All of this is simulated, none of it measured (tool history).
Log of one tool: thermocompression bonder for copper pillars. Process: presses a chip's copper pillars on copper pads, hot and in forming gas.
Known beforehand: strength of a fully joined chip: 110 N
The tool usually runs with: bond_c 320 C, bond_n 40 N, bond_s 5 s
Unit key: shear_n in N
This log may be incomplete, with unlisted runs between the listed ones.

Run 1, hour 0.0: usual settings. Result: shear_n 39.1 N.
At hour 69.2: forming gas filter changed.
Run 2, hour 85.7: usual settings but bond_c 324 C. Result: shear_n 44.2 N.
Run 3, hour 144.5: usual settings. Result: shear_n 40.1 N.
Run 4, hour 218.0: usual settings. Result: shear_n 39.1 N.
At hour 269.1: forming gas filter changed.
Run 5, hour 283.4: usual settings. Result: shear_n 41.4 N.
Run 6, hour 357.8: usual settings. Result: shear_n 41.3 N.
Run 7, hour 405.9: usual settings. Result: shear_n 41.1 N.
At hour 464.6: forming gas filter changed.
Run 8, hour 477.5: usual settings. Result: shear_n 42.2 N.
Run 9, hour 562.2: usual settings. Result: shear_n 40.7 N.
Run 10, hour 604.1: usual settings but bond_n 45 N. Result: shear_n 45.0 N.
Run 11, hour 648.3: usual settings but bond_n 45 N. Result: shear_n 44.6 N.
At hour 665.2: forming gas filter changed.
Run 12, hour 708.2: usual settings but bond_n 45 N. Result: shear_n 47.4 N.
Run 13, hour 808.7: usual settings but bond_c 291 C. Result: shear_n 27.3 N.
At hour 864.1: forming gas filter changed.
Run 14, hour 875.6: usual settings but bond_c 331 C. Result: shear_n 49.5 N.
Run 15, hour 935.5: usual settings but bond_c 331 C. Result: shear_n 48.2 N.
Run 16, hour 1010.7: usual settings but bond_c 331 C. Result: shear_n 47.8 N.
At hour 1064.4: forming gas filter changed.
Run 17, hour 1104.6: usual settings but bond_c 331 C. Result: shear_n 50.0 N.
Run 18, hour 1198.2: usual settings but bond_c 331 C. Result: shear_n 48.8 N.
At hour 1268.2: forming gas filter changed.
At hour 1270.5: force cell calibrated.
Run 19, hour 1270.5: usual settings but bond_c 331 C. Result: shear_n 46.4 N.
Run 20, hour 1330.3: usual settings but bond_c 331 C. Result: shear_n 45.5 N.
Run 21, hour 1376.7: usual settings but bond_c 319 C, bond_n 27 N. Result: shear_n 25.8 N.
Run 22, hour 1421.6: usual settings but bond_c 316 C, bond_n 25 N. Result: shear_n 22.7 N.
At hour 1469.8: forming gas filter changed.
Run 23, hour 1518.8: usual settings but bond_c 305 C, bond_n 30 N, bond_s 14 s. Result: shear_n 38.0 N.
Run 24, hour 1575.0: usual settings but bond_s 3 s. Result: shear_n 33.4 N.
Run 25, hour 1651.6: usual settings but bond_n 25 N, bond_s 4 s. Result: shear_n 21.7 N.
At hour 1666.5: forming gas filter changed.
Run 26, hour 1742.0: usual settings but bond_c 335 C, bond_n 29 N, bond_s 11 s. Result: shear_n 48.8 N.
Run 27, hour 1830.2: usual settings but bond_n 38 N, bond_s 7 s. Result: shear_n 43.9 N.
At hour 1851.6: heater calibrated with a thermocouple chip.
At hour 1864.4: forming gas filter changed.
Run 28, hour 1933.4: usual settings but bond_c 334 C, bond_n 42 N, bond_s 4 s. Result: shear_n 44.7 N.
Run 29, hour 1979.1: usual settings but bond_n 27 N, bond_s 4 s. Result: shear_n 23.2 N.
Run 30, hour 2038.4: usual settings but bond_n 27 N, bond_s 4 s. Result: shear_n 23.5 N.
At hour 2063.4: forming gas filter changed.
Run 31, hour 2107.2: usual settings but bond_n 27 N, bond_s 4 s. Result: shear_n 24.0 N.
Run 32, hour 2206.4: usual settings but bond_n 38 N, bond_s 7 s. Result: shear_n 42.2 N.
At hour 2264.2: forming gas filter changed.
Run 33, hour 2264.2: usual settings but bond_n 38 N, bond_s 7 s. Result: shear_n 44.2 N.
Run 34, hour 2349.7: usual settings but bond_c 340 C, bond_n 58 N. Result: shear_n 68.2 N.
Run 35, hour 2416.5: usual settings but bond_c 336 C, bond_n 48 N, bond_s 9 s. Result: shear_n 67.4 N.
At hour 2461.3: forming gas filter changed.
Run 36, hour 2477.3: usual settings but bond_c 343 C, bond_n 55 N. Result: shear_n 69.8 N.
Run 37, hour 2529.4: usual settings but bond_c 323 C, bond_n 47 N, bond_s 9 s. Result: shear_n 59.0 N.
Run 38, hour 2630.7: usual settings but bond_c 344 C, bond_n 43 N, bond_s 3 s. Result: shear_n 46.7 N.
At hour 2657.6: forming gas filter changed.
Run 39, hour 2715.3: usual settings but bond_c 344 C, bond_n 43 N, bond_s 3 s. Result: shear_n 50.0 N.

What if the next run were any one of these 3? Each begins from the tool's condition after run 39:
Run A, hour 2762.5: usual settings but bond_n 41 N, bond_s 6 s. Result: shear_n ?.
Run B, hour 2762.5: usual settings but bond_c 344 C, bond_n 31 N, bond_s 3 s. Result: shear_n ?.
Run C, hour 2762.5: usual settings but bond_n 33 N, bond_s 3 s. Result: shear_n ?.

run  shear_n
  A     45.0
  B     35.1
  C     26.9
Take away the tool's hidden state, keep each run's random variation, and the runs would have read:
run  shear_n
  A     42.9
  B     33.4
  C     25.4

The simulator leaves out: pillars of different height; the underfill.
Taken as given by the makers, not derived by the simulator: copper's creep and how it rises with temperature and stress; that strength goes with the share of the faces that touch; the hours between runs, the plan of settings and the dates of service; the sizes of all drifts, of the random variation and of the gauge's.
